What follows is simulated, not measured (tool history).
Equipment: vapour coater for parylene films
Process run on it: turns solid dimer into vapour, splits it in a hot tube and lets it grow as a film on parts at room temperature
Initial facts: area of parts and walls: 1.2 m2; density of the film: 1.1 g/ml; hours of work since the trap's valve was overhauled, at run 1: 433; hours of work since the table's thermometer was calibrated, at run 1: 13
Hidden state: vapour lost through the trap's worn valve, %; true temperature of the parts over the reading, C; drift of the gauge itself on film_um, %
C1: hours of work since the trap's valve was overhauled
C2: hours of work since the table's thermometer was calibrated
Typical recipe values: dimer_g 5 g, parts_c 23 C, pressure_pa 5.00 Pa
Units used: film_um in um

{"run": 1, "day": 0.0, "dimer_g": 5, "parts_c": 23, "pressure_pa": 5.0, "C1": 433, "C2": 13, "film_um": 2.01}
{"run": 2, "day": 0.654, "dimer_g": 5, "parts_c": 30, "pressure_pa": 5.0, "C1": 443, "C2": 23, "film_um": 1.51}
{"run": 3, "day": 1.462, "dimer_g": 2, "parts_c": 23, "pressure_pa": 5.0, "C1": 455, "C2": 36, "film_um": 0.81}
{"run": 4, "day": 1.946, "dimer_g": 4, "parts_c": 23, "pressure_pa": 5.0, "C1": 463, "C2": 43, "film_um": 1.6}
{"run": 5, "day": 2.446, "dimer_g": 4, "parts_c": 23, "pressure_pa": 5.0, "C1": 470, "C2": 51, "film_um": 1.61}
{"run": 6, "day": 3.054, "dimer_g": 4, "parts_c": 23, "pressure_pa": 5.0, "C1": 480, "C2": 60, "film_um": 1.61}
{"run": 7, "day": 3.879, "dimer_g": 4, "parts_c": 23, "pressure_pa": 5.0, "C1": 493, "C2": 73, "film_um": 1.59}
{"run": 8, "day": 4.342, "dimer_g": 5, "parts_c": 23, "pressure_pa": 5.0, "C1": 500, "C2": 80, "film_um": 1.97}
{"run": 9, "day": 4.975, "dimer_g": 5, "parts_c": 34, "pressure_pa": 5.0, "C1": 509, "C2": 90, "film_um": 1.22}
{"run": 10, "day": 5.725, "dimer_g": 5, "parts_c": 23, "pressure_pa": 5.0, "C1": 521, "C2": 102, "film_um": 1.97}
{"run": 11, "day": 6.133, "dimer_g": 5, "parts_c": 23, "pressure_pa": 3.32, "C1": 527, "C2": 108, "film_um": 2.03}
{"run": 12, "day": 6.833, "dimer_g": 5, "parts_c": 23, "pressure_pa": 3.32, "C1": 538, "C2": 119, "film_um": 2.02}
{"run": 13, "day": 7.496, "dimer_g": 5, "parts_c": 23, "pressure_pa": 5.0, "C1": 548, "C2": 129, "film_um": 2.0}
{"day": 7.975, "done": "trap's valve overhauled"}
{"run": 14, "day": 8.317, "dimer_g": 5, "parts_c": 23, "pressure_pa": 5.0, "C1": 5, "C2": 139, "film_um": 1.81}
{"run": 15, "day": 8.879, "dimer_g": 5, "parts_c": 23, "pressure_pa": 5.0, "C1": 14, "C2": 147, "film_um": 1.81}
{"run": 16, "day": 9.275, "dimer_g": 5, "parts_c": 16, "pressure_pa": 5.72, "C1": 20, "C2": 154, "film_um": 2.44}
{"run": 17, "day": 10.225, "dimer_g": 5, "parts_c": 27, "pressure_pa": 5.0, "C1": 35, "C2": 168, "film_um": 1.53}
{"run": 18, "day": 10.662, "dimer_g": 5, "parts_c": 27, "pressure_pa": 5.0, "C1": 41, "C2": 175, "film_um": 1.51}
{"day": 11.129, "done": "trap's valve overhauled, once more"}
{"run": 19, "day": 11.296, "dimer_g": 5, "parts_c": 24, "pressure_pa": 4.58, "C1": 3, "C2": 182, "film_um": 2.13}
{"run": 20, "day": 11.967, "dimer_g": 4, "parts_c": 16, "pressure_pa": 2.8, "C1": 13, "C2": 192, "film_um": 2.5}
{"run": 21, "day": 12.65, "dimer_g": 4, "parts_c": 16, "pressure_pa": 2.8, "C1": 23, "C2": 203, "film_um": 2.48}
{"run": 22, "day": 13.308, "dimer_g": 2, "parts_c": 28, "pressure_pa": 3.22, "C1": 34, "C2": 213, "film_um": 0.75}
{"run": 23, "day": 14.217, "dimer_g": 2, "parts_c": 28, "pressure_pa": 3.22, "C1": 48, "C2": 227, "film_um": 0.74}
{"run": 24, "day": 15.171, "dimer_g": 2, "parts_c": 19, "pressure_pa": 2.3, "C1": 62, "C2": 242, "film_um": 1.1}
{"run": 25, "day": 15.775, "dimer_g": 4, "parts_c": 17, "pressure_pa": 2.52, "C1": 72, "C2": 251, "film_um": 2.4}
{"run": 26, "day": 16.725, "dimer_g": 6, "parts_c": 15, "pressure_pa": 7.03, "C1": 86, "C2": 266, "film_um": 3.59}
{"run": 27, "day": 17.492, "dimer_g": 6, "parts_c": 15, "pressure_pa": 7.03, "C1": 98, "C2": 277, "film_um": 3.59}
{"run": 28, "day": 18.012, "dimer_g": 6, "parts_c": 15, "pressure_pa": 7.03, "C1": 106, "C2": 286, "film_um": 3.59}

4 options for the next run, each taken on its own from the tool as it stands now. Forecast them:
{"run": "A", "day": 18.912, "dimer_g": 6, "parts_c": 17, "pressure_pa": 5.0, "C1": 120, "C2": 299, "film_um": "?"}
{"run": "B", "day": 18.912, "dimer_g": 8, "parts_c": 27, "pressure_pa": 2.36, "C1": 120, "C2": 299, "film_um": "?"}
{"run": "C", "day": 18.912, "dimer_g": 5, "parts_c": 29, "pressure_pa": 4.43, "C1": 120, "C2": 299, "film_um": "?"}
{"run": "D", "day": 18.912, "dimer_g": 2, "parts_c": 32, "pressure_pa": 2.03, "C1": 120, "C2": 299, "film_um": "?"}

run=A film_um=3.34
run=B film_um=3.09
run=C film_um=1.67
run=D film_um=0.66
Take away the tool's hidden state, keep each run's random variation, and the runs would have read:
run=A film_um=3.48
run=B film_um=3.21
run=C film_um=1.74
run=D film_um=0.68
